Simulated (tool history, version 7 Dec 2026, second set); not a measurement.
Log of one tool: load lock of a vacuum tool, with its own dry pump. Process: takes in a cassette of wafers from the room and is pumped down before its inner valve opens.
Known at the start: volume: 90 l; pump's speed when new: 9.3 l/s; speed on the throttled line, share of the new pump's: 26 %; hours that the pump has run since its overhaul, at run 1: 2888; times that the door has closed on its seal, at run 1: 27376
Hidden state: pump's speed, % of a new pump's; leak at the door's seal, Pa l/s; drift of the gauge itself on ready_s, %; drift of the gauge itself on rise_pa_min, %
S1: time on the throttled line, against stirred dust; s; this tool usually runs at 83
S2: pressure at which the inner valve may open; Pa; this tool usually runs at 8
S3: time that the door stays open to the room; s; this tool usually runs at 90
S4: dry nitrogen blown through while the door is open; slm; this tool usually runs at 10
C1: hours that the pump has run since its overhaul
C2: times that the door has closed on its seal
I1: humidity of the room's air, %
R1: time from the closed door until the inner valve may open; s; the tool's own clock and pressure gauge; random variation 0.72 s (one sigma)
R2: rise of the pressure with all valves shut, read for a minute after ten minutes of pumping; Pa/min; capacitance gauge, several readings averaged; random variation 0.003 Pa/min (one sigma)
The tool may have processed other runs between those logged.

run 1 hour=0 | S1=83 S2=8 S3=90 S4=10 | C1=2888 C2=27376 | I1=44.6 | R1=154 R2=0.013
run 2 hour=160.4 | S1=83 S2=10 S3=90 S4=10 | C1=3048 C2=27901 | I1=45.7 | R1=151.2 R2=0.019
run 3 hour=377.4 | S1=83 S2=10 S3=90 S4=10 | C1=3265 C2=28610 | I1=44.3 | R1=150.6 R2=0.012
run 4 hour=529.6 | S1=83 S2=10 S3=90 S4=10 | C1=3417 C2=29108 | I1=44.3 | R1=151 R2=0.016
run 5 hour=676 | S1=83 S2=8 S3=90 S4=10 | C1=3563 C2=29587 | I1=45.5 | R1=153.8 R2=0.019
run 6 hour=853.7 | S1=83 S2=8 S3=90 S4=13 | C1=3741 C2=30168 | I1=46.6 | R1=153.4 R2=0.015
run 7 hour=1076.5 | S1=83 S2=8 S3=90 S4=13 | C1=3964 C2=30896 | I1=41.9 | R1=153.5 R2=0.014
run 8 hour=1242.2 | S1=89 S2=8 S3=90 S4=5 | C1=4130 C2=31438 | I1=45 | R1=158.1 R2=0.024
run 9 hour=1366.8 | S1=109 S2=13 S3=90 S4=10 | C1=4254 C2=31845 | I1=47.4 | R1=168.2 R2=0.014
run 10 hour=1542.3 | S1=83 S2=8 S3=206 S4=31 | C1=4430 C2=32419 | I1=46.5 | R1=152.7 R2=0.012
run 11 hour=1651.6 | S1=83 S2=8 S3=38 S4=15 | C1=4539 C2=32776 | I1=46 | R1=154.4 R2=0.013
run 12 hour=1756.2 | S1=83 S2=16 S3=229 S4=10 | C1=4644 C2=33118 | I1=46.3 | R1=146.7 R2=0.02
run 13 hour=1892.2 | S1=125 S2=7 S3=129 S4=10 | C1=4780 C2=33563 | I1=44.9 | R1=186.5 R2=0.02

Branching from run 13: 4 alternative next runs. What would each branch give?
run A hour=2036.2 | S1=150 S2=7 S3=129 S4=8 | C1=4924 C2=34034 | I1=45.1 | R1=? R2=?
run B hour=2036.2 | S1=125 S2=6 S3=129 S4=29 | C1=4924 C2=34034 | I1=45.3 | R1=? R2=?
run C hour=2036.2 | S1=117 S2=7 S3=129 S4=5 | C1=4924 C2=34034 | I1=45.2 | R1=? R2=?
run D hour=2036.2 | S1=83 S2=8 S3=47 S4=10 | C1=4924 C2=34034 | I1=45.1 | R1=? R2=?

run=A R1=204 R2=0.019
run=B R1=188.8 R2=0.014
run=C R1=180.6 R2=0.024
run=D R1=153.3 R2=0.016
With no hidden state in the tool, these same runs would have given:
run=A R1=204 R2=0.018
run=B R1=188.8 R2=0.014
run=C R1=180.6 R2=0.023
run=D R1=153.2 R2=0.015
